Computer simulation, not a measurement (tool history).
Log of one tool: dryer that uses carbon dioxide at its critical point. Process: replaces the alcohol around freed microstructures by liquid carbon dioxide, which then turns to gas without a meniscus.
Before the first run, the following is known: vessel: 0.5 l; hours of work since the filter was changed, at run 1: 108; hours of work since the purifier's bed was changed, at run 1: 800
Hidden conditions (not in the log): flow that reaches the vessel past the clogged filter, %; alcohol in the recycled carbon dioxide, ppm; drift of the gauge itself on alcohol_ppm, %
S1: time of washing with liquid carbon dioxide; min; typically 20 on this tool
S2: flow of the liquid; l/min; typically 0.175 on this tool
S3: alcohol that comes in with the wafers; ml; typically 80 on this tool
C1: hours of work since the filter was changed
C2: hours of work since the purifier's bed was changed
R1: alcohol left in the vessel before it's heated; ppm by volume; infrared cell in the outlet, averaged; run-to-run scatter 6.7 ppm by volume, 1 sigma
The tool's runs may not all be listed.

| run | hour | S1 | S2 | S3 | C1 | C2 | R1 |
|---|---|---|---|---|---|---|---|
| 1 | 0.0 | 20 | 0.175 | 80 | 108 | 800 | 516 |
| 2 | 27.6 | 20 | 0.175 | 80 | 129 | 822 | 536 |
| 3 | 70.1 | 20 | 0.175 | 80 | 163 | 855 | 576 |
| 4 | 102.3 | 20 | 0.175 | 80 | 189 | 881 | 627 |
| 5 | 125.3 | 20 | 0.175 | 80 | 207 | 899 | 654 |
|  | 147.0 | purifier's bed changed |
| 6 | 167.6 | 20 | 0.175 | 90 | 238 | 16 | 673 |
| 7 | 186.9 | 20 | 0.175 | 90 | 253 | 32 | 691 |
| 8 | 205.8 | 20 | 0.175 | 90 | 268 | 46 | 717 |
| 9 | 248.0 | 20 | 0.175 | 80 | 301 | 80 | 720 |
| 10 | 277.6 | 20 | 0.175 | 80 | 325 | 103 | 784 |
| 11 | 302.7 | 20 | 0.175 | 80 | 345 | 123 | 837 |
|  | 339.4 | inlet filter changed |
| 12 | 349.3 | 20 | 0.175 | 80 | 8 | 159 | 341 |
| 13 | 379.1 | 20 | 0.175 | 112 | 31 | 183 | 489 |
| 14 | 402.5 | 20 | 0.175 | 112 | 50 | 201 | 507 |
| 15 | 430.5 | 20 | 0.175 | 105 | 72 | 223 | 512 |
| 16 | 451.8 | 16 | 0.175 | 80 | 89 | 240 | 1301 |
| 17 | 492.8 | 16 | 0.175 | 80 | 121 | 273 | 1424 |
| 18 | 524.0 | 16 | 0.175 | 80 | 146 | 297 | 1513 |
| 19 | 549.8 | 16 | 0.175 | 53 | 166 | 318 | 1089 |
| 20 | 586.1 | 20 | 0.175 | 80 | 195 | 346 | 573 |
| 21 | 624.6 | 20 | 0.175 | 80 | 225 | 377 | 648 |
| 22 | 656.6 | 20 | 0.175 | 80 | 251 | 402 | 682 |
| 23 | 683.6 | 24 | 0.128 | 80 | 272 | 423 | 1449 |
| 24 | 717.7 | 24 | 0.128 | 80 | 299 | 450 | 1532 |
| 25 | 762.3 | 19 | 0.199 | 91 | 334 | 486 | 667 |
| 26 | 788.1 | 19 | 0.199 | 91 | 355 | 506 | 719 |
|  | 811.8 | inlet filter changed |
| 27 | 813.4 | 19 | 0.199 | 91 | 1 | 525 | 280 |
| 28 | 860.4 | 20 | 0.121 | 37 | 38 | 562 | 1169 |
| 29 | 900.3 | 22 | 0.175 | 80 | 70 | 594 | 301 |
| 30 | 924.0 | 29 | 0.173 | 20 | 89 | 613 | 113 |
| 31 | 950.9 | 29 | 0.173 | 20 | 110 | 634 | 92 |
| 32 | 993.8 | 20 | 0.134 | 76 | 144 | 668 | 1837 |
| 33 | 1030.6 | 20 | 0.134 | 76 | 173 | 697 | 2013 |
| 34 | 1062.2 | 20 | 0.134 | 76 | 198 | 722 | 2058 |
| 35 | 1093.1 | 20 | 0.134 | 76 | 222 | 746 | 2230 |
| 36 | 1137.1 | 12 | 0.134 | 82 | 257 | 781 | 13315 |
| 37 | 1177.2 | 17 | 0.200 | 95 | 289 | 813 | 1056 |
| 38 | 1212.7 | 17 | 0.200 | 95 | 317 | 841 | 1159 |
| 39 | 1238.6 | 19 | 0.222 | 89 | 337 | 861 | 419 |
| 40 | 1279.8 | 19 | 0.222 | 89 | 370 | 894 | 456 |
|  | 1284.9 | inlet filter changed |
|  | 1305.9 | purifier's bed changed |
| 41 | 1305.9 | 23 | 0.192 | 89 | 14 | 0 | 72 |
| 42 | 1327.3 | 23 | 0.254 | 53 | 31 | 17 | 18 |
| 43 | 1361.3 | 18 | 0.144 | 80 | 58 | 44 | 1814 |

Here are 3 independent what-if runs from the current tool condition. What would each one return?
| A | 1404.8 | 18 | 0.126 | 80 | 92 | 78 | ? |
| B | 1404.8 | 25 | 0.144 | 40 | 92 | 78 | ? |
| C | 1404.8 | 14 | 0.244 | 21 | 92 | 78 | ? |

| run | R1 |
|---|---|
| A | 3355 |
| B | 192 |
| C | 134 |
Take away the tool's hidden state, keep each run's random variation, and the runs would have read:
| run | R1 |
|---|---|
| A | 2728 |
| B | 132 |
| C | 92 |
